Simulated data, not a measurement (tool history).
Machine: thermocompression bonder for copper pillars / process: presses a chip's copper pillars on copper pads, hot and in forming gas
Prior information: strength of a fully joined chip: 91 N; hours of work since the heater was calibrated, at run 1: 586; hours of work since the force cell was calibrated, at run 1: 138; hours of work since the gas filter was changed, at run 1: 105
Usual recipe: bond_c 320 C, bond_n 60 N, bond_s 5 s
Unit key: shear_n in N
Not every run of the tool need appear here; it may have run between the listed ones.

| run | day | bond_c | bond_n | bond_s | hours of work since the heater was calibrated | hours of work since the force cell was calibrated | hours of work since the gas filter was changed | shear_n |
|---|---|---|---|---|---|---|---|---|
| 1 | 0.000 | 320 | 60 | 5 | 586 | 138 | 105 | 49.3 |
| 2 | 0.696 | 320 | 60 | 5 | 595 | 148 | 114 | 49.2 |
| 3 | 1.396 | 320 | 60 | 5 | 605 | 157 | 123 | 47.9 |
| 4 | 2.538 | 320 | 60 | 8 | 620 | 172 | 139 | 55.3 |
| 5 | 4.208 | 320 | 60 | 8 | 642 | 194 | 161 | 55.0 |
| 6 | 5.050 | 320 | 60 | 5 | 653 | 205 | 172 | 47.8 |
| 7 | 5.758 | 320 | 60 | 5 | 663 | 215 | 181 | 47.5 |
| 8 | 6.875 | 320 | 60 | 5 | 678 | 230 | 196 | 47.5 |
|  | 7.242 | forming gas filter changed |
| 9 | 7.900 | 320 | 60 | 5 | 691 | 243 | 9 | 50.4 |
| 10 | 9.025 | 320 | 60 | 5 | 706 | 258 | 24 | 50.7 |
| 11 | 10.417 | 320 | 60 | 5 | 724 | 276 | 42 | 50.3 |
| 12 | 11.242 | 302 | 60 | 5 | 735 | 287 | 53 | 39.8 |
| 13 | 12.683 | 325 | 60 | 5 | 755 | 307 | 72 | 52.4 |
| 14 | 14.050 | 325 | 60 | 5 | 773 | 325 | 91 | 52.3 |
| 15 | 15.479 | 320 | 60 | 12 | 792 | 344 | 109 | 63.8 |
| 16 | 16.975 | 320 | 60 | 5 | 812 | 364 | 129 | 47.4 |
| 17 | 17.996 | 320 | 37 | 5 | 825 | 377 | 143 | 34.1 |
| 18 | 19.158 | 290 | 75 | 5 | 841 | 393 | 158 | 39.1 |
| 19 | 20.767 | 348 | 48 | 3 | 862 | 414 | 180 | 48.0 |
| 20 | 21.808 | 326 | 60 | 3 | 876 | 428 | 194 | 42.2 |

Estimate the outcome of run 21 from the log above:
|  | 22.450 | forming gas filter changed |
| 21 | 23.150 | 325 | 89 | 3 | 893 | 445 | 9 | ? |

{"run 21": {"shear_n": 58.6}}
With no hidden state in the tool, this same run would have given shear_n 59.4 N.
